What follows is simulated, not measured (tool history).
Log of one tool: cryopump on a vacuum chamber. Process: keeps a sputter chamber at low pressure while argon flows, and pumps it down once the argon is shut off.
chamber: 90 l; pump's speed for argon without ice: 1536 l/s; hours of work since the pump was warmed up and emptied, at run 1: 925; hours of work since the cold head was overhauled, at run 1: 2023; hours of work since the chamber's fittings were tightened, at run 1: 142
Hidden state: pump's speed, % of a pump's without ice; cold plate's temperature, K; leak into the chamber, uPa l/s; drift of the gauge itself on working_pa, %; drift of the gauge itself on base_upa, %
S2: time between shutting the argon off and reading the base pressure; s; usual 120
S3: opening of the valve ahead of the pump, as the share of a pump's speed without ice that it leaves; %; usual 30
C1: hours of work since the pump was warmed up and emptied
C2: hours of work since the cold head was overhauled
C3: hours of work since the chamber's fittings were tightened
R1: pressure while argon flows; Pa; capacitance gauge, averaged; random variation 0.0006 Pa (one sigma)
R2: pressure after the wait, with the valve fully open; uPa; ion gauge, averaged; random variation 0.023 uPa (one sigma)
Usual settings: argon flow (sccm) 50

Run 1, hour 0.0: usual settings; C1 925; C2 2023; C3 142. Result: R1 0.1918 Pa, R2 0.91 uPa.
Run 2, hour 56.9: usual settings but argon flow (sccm) 75; C1 957; C2 2056; C3 174. Result: R1 0.2879 Pa, R2 0.97 uPa.
Run 3, hour 113.5: usual settings but argon flow (sccm) 75; C1 990; C2 2088; C3 207. Result: R1 0.2890 Pa, R2 1.01 uPa.
At hour 155.6: pump warmed up, emptied and cooled again.
Run 4, hour 163.1: usual settings but argon flow (sccm) 75; C1 4; C2 2113; C3 232. Result: R1 0.2756 Pa, R2 0.92 uPa.
Run 5, hour 216.3: usual settings but S3 22 %; C1 35; C2 2144; C3 262. Result: R1 0.2521 Pa, R2 0.96 uPa.
Run 6, hour 312.6: usual settings but S3 22 %; C1 90; C2 2199; C3 317. Result: R1 0.2511 Pa, R2 1.02 uPa.
Run 7, hour 363.1: usual settings but S3 22 %; C1 119; C2 2228; C3 346. Result: R1 0.2519 Pa, R2 1.07 uPa.
Run 8, hour 442.6: usual settings; C1 164; C2 2273; C3 392. Result: R1 0.1860 Pa, R2 1.10 uPa.
Run 9, hour 527.5: usual settings; C1 213; C2 2322; C3 440. Result: R1 0.1864 Pa, R2 1.12 uPa.
Run 10, hour 589.1: usual settings but S3 55 %; C1 248; C2 2357; C3 475. Result: R1 0.1025 Pa, R2 1.12 uPa.
Run 11, hour 631.6: usual settings but S3 55 %; C1 272; C2 2381; C3 500. Result: R1 0.1038 Pa, R2 1.18 uPa.
Run 12, hour 694.0: usual settings but S3 15 %; C1 308; C2 2417; C3 535. Result: R1 0.3693 Pa, R2 1.17 uPa.
Run 13, hour 741.2: usual settings; C1 335; C2 2444; C3 562. Result: R1 0.1865 Pa, R2 1.23 uPa.
Run 14, hour 828.9: usual settings; C1 385; C2 2494; C3 612. Result: R1 0.1869 Pa, R2 1.21 uPa.
Run 15, hour 895.5: usual settings; C1 423; C2 2532; C3 651. Result: R1 0.1871 Pa, R2 1.22 uPa.
Run 16, hour 939.5: usual settings but argon flow (sccm) 39; C1 448; C2 2557; C3 676. Result: R1 0.1455 Pa, R2 1.29 uPa.
Run 17, hour 1020.7: usual settings but argon flow (sccm) 39; C1 494; C2 2604; C3 722. Result: R1 0.1472 Pa, R2 1.32 uPa.
Run 18, hour 1077.4: usual settings but S2 27 s; C1 527; C2 2636; C3 755. Result: R1 0.1878 Pa, R2 3.42 uPa.
Run 19, hour 1135.4: usual settings but argon flow (sccm) 28, S2 224 s, S3 16 %; C1 560; C2 2669; C3 788. Result: R1 0.1956 Pa, R2 1.09 uPa.
Run 20, hour 1200.6: usual settings but argon flow (sccm) 28, S2 263 s, S3 16 %; C1 597; C2 2706; C3 825. Result: R1 0.1959 Pa, R2 1.03 uPa.
Run 21, hour 1294.3: usual settings but argon flow (sccm) 42, S2 165 s, S3 20 %; C1 651; C2 2760; C3 878. Result: R1 0.2356 Pa, R2 1.26 uPa.
Run 22, hour 1380.4: usual settings but argon flow (sccm) 42, S2 165 s, S3 20 %; C1 700; C2 2809; C3 928. Result: R1 0.2360 Pa, R2 1.22 uPa.
Run 23, hour 1428.6: usual settings but argon flow (sccm) 42, S2 165 s, S3 20 %; C1 727; C2 2837; C3 955. Result: R1 0.2369 Pa, R2 1.34 uPa.
Run 24, hour 1517.9: usual settings but argon flow (sccm) 42, S2 165 s, S3 20 %; C1 779; C2 2888; C3 1006. Result: R1 0.2364 Pa, R2 1.37 uPa.
Run 25, hour 1592.9: usual settings but argon flow (sccm) 42, S2 165 s, S3 20 %; C1 821; C2 2930; C3 1049. Result: R1 0.2378 Pa, R2 1.35 uPa.
Run 26, hour 1673.1: usual settings but argon flow (sccm) 21, S2 139 s, S3 24 %; C1 867; C2 2976; C3 1095. Result: R1 0.0994 Pa, R2 1.54 uPa.
Run 27, hour 1732.5: usual settings but argon flow (sccm) 21, S2 33 s, S3 17 %; C1 901; C2 3010; C3 1129. Result: R1 0.1388 Pa, R2 3.05 uPa.
Run 28, hour 1801.3: usual settings but argon flow (sccm) 29, S2 55 s, S3 16 %; C1 940; C2 3050; C3 1168. Result: R1 0.2043 Pa, R2 2.26 uPa.
Run 29, hour 1857.8: usual settings but argon flow (sccm) 29, S2 55 s, S3 16 %; C1 973; C2 3082; C3 1200. Result: R1 0.2049 Pa, R2 2.38 uPa.
At hour 1934.1: pump warmed up, emptied and cooled again.
Run 30, hour 1938.0: usual settings but argon flow (sccm) 29, S2 55 s, S3 16 %; C1 2; C2 3125; C3 1243. Result: R1 0.2003 Pa, R2 2.25 uPa.
Run 31, hour 2022.3: usual settings but argon flow (sccm) 29, S2 55 s, S3 16 %; C1 50; C2 3173; C3 1292. Result: R1 0.1994 Pa, R2 2.34 uPa.
Run 32, hour 2064.8: usual settings but argon flow (sccm) 61, S2 152 s, S3 50 %; C1 75; C2 3197; C3 1316. Result: R1 0.1362 Pa, R2 1.50 uPa.
Run 33, hour 2128.0: usual settings but argon flow (sccm) 22, S2 152 s, S3 42 %; C1 111; C2 3233; C3 1352. Result: R1 0.0581 Pa, R2 1.52 uPa.
Run 34, hour 2190.7: usual settings but argon flow (sccm) 22, S2 152 s, S3 42 %; C1 147; C2 3269; C3 1388. Result: R1 0.0585 Pa, R2 1.56 uPa.

Measured less the same run without the tool's hidden state. The same run-to-run variation is in both; the gauge's scatter may not be:
run       R1     R2
  1  +0.0089  +0.16
  2  +0.0139  +0.18
  3  +0.0144  +0.21
  4  +0.0012  +0.17
  5  +0.0011  +0.18
  6  +0.0014  +0.23
  7  +0.0017  +0.24
  8  +0.0020  +0.28
  9  +0.0025  +0.31
 10  +0.0027  +0.33
 11  +0.0030  +0.35
 12  +0.0033  +0.38
 13  +0.0034  +0.39
 14  +0.0039  +0.43
 15  +0.0042  +0.45
 16  +0.0034  +0.47
 17  +0.0037  +0.51
 18  +0.0051  +0.53
 19  +0.0030  +0.57
 20  +0.0032  +0.56
 21  +0.0052  +0.61
 22  +0.0056  +0.65
 23  +0.0058  +0.70
 24  +0.0062  +0.72
 25  +0.0066  +0.74
 26  +0.0035  +0.80
 27  +0.0035  +0.79
 28  +0.0052  +0.82
 29  +0.0053  +0.88
 30  +0.0006  +0.76
 31  +0.0008  +0.82
 32  +0.0020  +0.83
 33  +0.0009  +0.85
 34  +0.0010  +0.86
